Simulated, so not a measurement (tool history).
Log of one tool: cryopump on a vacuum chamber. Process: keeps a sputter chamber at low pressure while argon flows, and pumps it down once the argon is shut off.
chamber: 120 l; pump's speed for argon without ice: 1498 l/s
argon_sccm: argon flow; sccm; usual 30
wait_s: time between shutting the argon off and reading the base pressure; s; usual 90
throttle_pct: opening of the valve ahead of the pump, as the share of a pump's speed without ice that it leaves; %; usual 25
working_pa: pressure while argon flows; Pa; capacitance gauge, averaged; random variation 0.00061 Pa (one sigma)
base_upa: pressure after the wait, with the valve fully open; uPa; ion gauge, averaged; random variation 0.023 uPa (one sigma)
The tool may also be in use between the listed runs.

{"run": 1, "hour": 0.0, "argon_sccm": 30, "wait_s": 90, "throttle_pct": 25, "working_pa": 0.1372, "base_upa": 1.47}
{"run": 2, "hour": 25.8, "argon_sccm": 30, "wait_s": 21, "throttle_pct": 25, "working_pa": 0.1361, "base_upa": 3.13}
{"run": 3, "hour": 41.3, "argon_sccm": 30, "wait_s": 90, "throttle_pct": 25, "working_pa": 0.1373, "base_upa": 1.5}
{"run": 4, "hour": 63.4, "argon_sccm": 30, "wait_s": 90, "throttle_pct": 25, "working_pa": 0.1366, "base_upa": 1.57}
{"run": 5, "hour": 86.2, "argon_sccm": 47, "wait_s": 90, "throttle_pct": 25, "working_pa": 0.2163, "base_upa": 1.54}
{"run": 6, "hour": 102.1, "argon_sccm": 47, "wait_s": 90, "throttle_pct": 25, "working_pa": 0.2163, "base_upa": 1.58}
{"run": 7, "hour": 134.4, "argon_sccm": 47, "wait_s": 90, "throttle_pct": 25, "working_pa": 0.217, "base_upa": 1.71}
{"run": 8, "hour": 163.0, "argon_sccm": 47, "wait_s": 90, "throttle_pct": 25, "working_pa": 0.2199, "base_upa": 1.66}
{"run": 9, "hour": 189.8, "argon_sccm": 47, "wait_s": 90, "throttle_pct": 25, "working_pa": 0.2189, "base_upa": 1.65}
{"run": 10, "hour": 215.0, "argon_sccm": 47, "wait_s": 90, "throttle_pct": 25, "working_pa": 0.2185, "base_upa": 1.73}
{"run": 11, "hour": 246.0, "argon_sccm": 30, "wait_s": 195, "throttle_pct": 25, "working_pa": 0.1407, "base_upa": 1.45}
{"run": 12, "hour": 262.9, "argon_sccm": 30, "wait_s": 195, "throttle_pct": 25, "working_pa": 0.1405, "base_upa": 1.49}
{"run": 13, "hour": 282.1, "argon_sccm": 30, "wait_s": 90, "throttle_pct": 19, "working_pa": 0.1827, "base_upa": 1.76}
{"run": 14, "hour": 317.1, "argon_sccm": 30, "wait_s": 90, "throttle_pct": 19, "working_pa": 0.184, "base_upa": 1.81}
{"run": 15, "hour": 334.3, "argon_sccm": 30, "wait_s": 90, "throttle_pct": 19, "working_pa": 0.1852, "base_upa": 1.84}
{"run": 16, "hour": 355.8, "argon_sccm": 30, "wait_s": 90, "throttle_pct": 19, "working_pa": 0.1857, "base_upa": 1.94}
{"run": 17, "hour": 386.6, "argon_sccm": 30, "wait_s": 44, "throttle_pct": 25, "working_pa": 0.143, "base_upa": 2.38}
{"run": 18, "hour": 402.4, "argon_sccm": 30, "wait_s": 292, "throttle_pct": 25, "working_pa": 0.1426, "base_upa": 1.57}
{"run": 19, "hour": 428.1, "argon_sccm": 13, "wait_s": 165, "throttle_pct": 37, "working_pa": 0.0435, "base_upa": 1.71}
{"run": 20, "hour": 449.9, "argon_sccm": 22, "wait_s": 69, "throttle_pct": 25, "working_pa": 0.1056, "base_upa": 2.2}
{"run": 21, "hour": 484.6, "argon_sccm": 14, "wait_s": 59, "throttle_pct": 17, "working_pa": 0.0972, "base_upa": 2.28}
{"run": 22, "hour": 503.7, "argon_sccm": 58, "wait_s": 144, "throttle_pct": 50, "working_pa": 0.1475, "base_upa": 1.85}
{"hour": 517.8, "done": "pump warmed up, emptied and cooled again"}
{"run": 23, "hour": 543.9, "argon_sccm": 40, "wait_s": 37, "throttle_pct": 25, "working_pa": 0.1803, "base_upa": 2.52}
{"run": 24, "hour": 559.6, "argon_sccm": 42, "wait_s": 91, "throttle_pct": 25, "working_pa": 0.1897, "base_upa": 1.76}
{"run": 25, "hour": 595.6, "argon_sccm": 53, "wait_s": 224, "throttle_pct": 26, "working_pa": 0.231, "base_upa": 1.49}
{"run": 26, "hour": 626.2, "argon_sccm": 53, "wait_s": 224, "throttle_pct": 26, "working_pa": 0.2326, "base_upa": 1.52}
{"run": 27, "hour": 643.7, "argon_sccm": 19, "wait_s": 47, "throttle_pct": 48, "working_pa": 0.0459, "base_upa": 2.31}
{"run": 28, "hour": 677.8, "argon_sccm": 19, "wait_s": 47, "throttle_pct": 48, "working_pa": 0.0463, "base_upa": 2.37}
{"run": 29, "hour": 703.5, "argon_sccm": 19, "wait_s": 47, "throttle_pct": 48, "working_pa": 0.0459, "base_upa": 2.42}
{"run": 30, "hour": 728.5, "argon_sccm": 49, "wait_s": 32, "throttle_pct": 48, "working_pa": 0.1193, "base_upa": 2.88}
{"run": 31, "hour": 746.7, "argon_sccm": 20, "wait_s": 101, "throttle_pct": 37, "working_pa": 0.0621, "base_upa": 1.87}
{"run": 32, "hour": 772.1, "argon_sccm": 20, "wait_s": 101, "throttle_pct": 37, "working_pa": 0.0631, "base_upa": 2.02}
{"run": 33, "hour": 805.1, "argon_sccm": 20, "wait_s": 101, "throttle_pct": 37, "working_pa": 0.064, "base_upa": 2.06}

Some steps in working_pa between neighbouring runs. How much of each would the tool show without its hidden state too (settings, what came in, random variation), and how much is left for the hidden state, with any gauge scatter that isn't in both results?
The hidden state here: pump's speed, % of a pump's without ice; cold plate's temperature, K; leak into the chamber, uPa l/s; drift of the gauge itself on working_pa, %; drift of the gauge itself on base_upa, %.
Run 4 -> 5: argon_sccm 30 -> 47. working_pa +0.0797 Pa: hidden state +0.0018, all else +0.0779.
Run 18 -> 19: argon_sccm 30 -> 13, wait_s 292 -> 165, throttle_pct 25 -> 37. working_pa -0.0991 Pa: hidden state -0.0038, all else -0.0953.
Run 21 -> 22: argon_sccm 14 -> 58, wait_s 59 -> 144, throttle_pct 17 -> 50. working_pa +0.0503 Pa: hidden state +0.0128, all else +0.0375.
Run 22 -> 23: argon_sccm 58 -> 40, wait_s 144 -> 37, throttle_pct 50 -> 25, pump warmed up, emptied and cooled again. working_pa +0.0328 Pa: hidden state -0.016, all else +0.0488.
Run 26 -> 27: argon_sccm 53 -> 19, wait_s 224 -> 47, throttle_pct 26 -> 48. working_pa -0.1867 Pa: hidden state -0.0015, all else -0.1852.
